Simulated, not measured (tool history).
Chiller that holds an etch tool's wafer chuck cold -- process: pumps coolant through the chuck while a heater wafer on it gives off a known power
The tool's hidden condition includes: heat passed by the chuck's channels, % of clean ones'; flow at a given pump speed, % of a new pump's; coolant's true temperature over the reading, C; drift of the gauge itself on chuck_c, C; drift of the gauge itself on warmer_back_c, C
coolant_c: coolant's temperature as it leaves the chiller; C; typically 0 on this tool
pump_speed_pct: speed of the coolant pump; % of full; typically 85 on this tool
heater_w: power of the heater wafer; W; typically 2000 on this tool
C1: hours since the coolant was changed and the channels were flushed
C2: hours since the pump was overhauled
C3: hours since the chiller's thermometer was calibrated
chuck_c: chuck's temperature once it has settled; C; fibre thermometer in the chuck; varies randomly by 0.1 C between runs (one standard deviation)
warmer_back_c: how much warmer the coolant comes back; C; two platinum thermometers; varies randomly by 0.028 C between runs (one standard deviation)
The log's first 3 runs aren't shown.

{"run": 4, "hour": 285.5, "coolant_c": 0, "pump_speed_pct": 85, "heater_w": 2000, "C1": 4194, "C2": 1453, "C3": 376, "chuck_c": 15.4, "warmer_back_c": 5.42}
{"run": 5, "hour": 426.4, "coolant_c": 0, "pump_speed_pct": 85, "heater_w": 2000, "C1": 4335, "C2": 1594, "C3": 517, "chuck_c": 15.4, "warmer_back_c": 5.4}
{"run": 6, "hour": 537.2, "coolant_c": -9, "pump_speed_pct": 85, "heater_w": 2000, "C1": 4446, "C2": 1705, "C3": 628, "chuck_c": 6.4, "warmer_back_c": 5.38}
{"run": 7, "hour": 661.6, "coolant_c": -9, "pump_speed_pct": 85, "heater_w": 2000, "C1": 4570, "C2": 1829, "C3": 753, "chuck_c": 6.3, "warmer_back_c": 5.32}
{"run": 8, "hour": 778.0, "coolant_c": -9, "pump_speed_pct": 85, "heater_w": 2000, "C1": 4687, "C2": 1945, "C3": 869, "chuck_c": 6.5, "warmer_back_c": 5.34}
{"run": 9, "hour": 905.2, "coolant_c": -9, "pump_speed_pct": 85, "heater_w": 2000, "C1": 4814, "C2": 2073, "C3": 996, "chuck_c": 6.4, "warmer_back_c": 5.3}
{"run": 10, "hour": 1027.2, "coolant_c": 0, "pump_speed_pct": 87, "heater_w": 2000, "C1": 4936, "C2": 2195, "C3": 1118, "chuck_c": 14.9, "warmer_back_c": 5.13}
{"run": 11, "hour": 1142.8, "coolant_c": 0, "pump_speed_pct": 85, "heater_w": 2000, "C1": 5052, "C2": 2310, "C3": 1234, "chuck_c": 15.4, "warmer_back_c": 5.3}
{"run": 12, "hour": 1277.9, "coolant_c": 0, "pump_speed_pct": 85, "heater_w": 2000, "C1": 5187, "C2": 2445, "C3": 1369, "chuck_c": 15.4, "warmer_back_c": 5.24}
{"run": 13, "hour": 1351.2, "coolant_c": 0, "pump_speed_pct": 85, "heater_w": 2000, "C1": 5260, "C2": 2519, "C3": 1442, "chuck_c": 15.2, "warmer_back_c": 5.25}
{"run": 14, "hour": 1409.5, "coolant_c": 0, "pump_speed_pct": 85, "heater_w": 1294, "C1": 5318, "C2": 2577, "C3": 1500, "chuck_c": 9.7, "warmer_back_c": 3.27}
{"run": 15, "hour": 1473.3, "coolant_c": 2, "pump_speed_pct": 85, "heater_w": 1294, "C1": 5382, "C2": 2641, "C3": 1564, "chuck_c": 12.0, "warmer_back_c": 3.25}
{"run": 16, "hour": 1573.6, "coolant_c": 2, "pump_speed_pct": 85, "heater_w": 1294, "C1": 5482, "C2": 2741, "C3": 1665, "chuck_c": 11.7, "warmer_back_c": 3.3}
{"run": 17, "hour": 1648.5, "coolant_c": 2, "pump_speed_pct": 85, "heater_w": 1294, "C1": 5557, "C2": 2816, "C3": 1739, "chuck_c": 11.8, "warmer_back_c": 3.25}
{"run": 18, "hour": 1728.2, "coolant_c": 0, "pump_speed_pct": 83, "heater_w": 1709, "C1": 5637, "C2": 2896, "C3": 1819, "chuck_c": 13.2, "warmer_back_c": 4.53}
{"run": 19, "hour": 1825.0, "coolant_c": 0, "pump_speed_pct": 83, "heater_w": 1709, "C1": 5734, "C2": 2992, "C3": 1916, "chuck_c": 13.3, "warmer_back_c": 4.54}
{"run": 20, "hour": 1910.0, "coolant_c": 0, "pump_speed_pct": 83, "heater_w": 2804, "C1": 5819, "C2": 3077, "C3": 2001, "chuck_c": 21.8, "warmer_back_c": 7.62}
{"run": 21, "hour": 2016.6, "coolant_c": 0, "pump_speed_pct": 83, "heater_w": 2804, "C1": 5925, "C2": 3184, "C3": 2108, "chuck_c": 21.7, "warmer_back_c": 7.56}
{"run": 22, "hour": 2141.0, "coolant_c": 0, "pump_speed_pct": 83, "heater_w": 2804, "C1": 6050, "C2": 3308, "C3": 2232, "chuck_c": 21.8, "warmer_back_c": 7.51}
{"run": 23, "hour": 2265.1, "coolant_c": 0, "pump_speed_pct": 85, "heater_w": 1387, "C1": 6174, "C2": 3433, "C3": 2356, "chuck_c": 10.7, "warmer_back_c": 3.41}

Run 24, settings as shown, results not yet in. Your forecast:
{"hour": 2323.5, "done": "gauge calibrated"}
{"run": 24, "hour": 2392.9, "coolant_c": 0, "pump_speed_pct": 85, "heater_w": 1387, "C1": 6302, "C2": 3560, "C3": 2484, "chuck_c": "?", "warmer_back_c": "?"}

Run 24 yielded chuck_c 10.6 C, warmer_back_c 3.75 C.
If the tool had no hidden condition, the same run with the same run-to-run variation would have returned chuck_c 10.6 C, warmer_back_c 3.76 C.

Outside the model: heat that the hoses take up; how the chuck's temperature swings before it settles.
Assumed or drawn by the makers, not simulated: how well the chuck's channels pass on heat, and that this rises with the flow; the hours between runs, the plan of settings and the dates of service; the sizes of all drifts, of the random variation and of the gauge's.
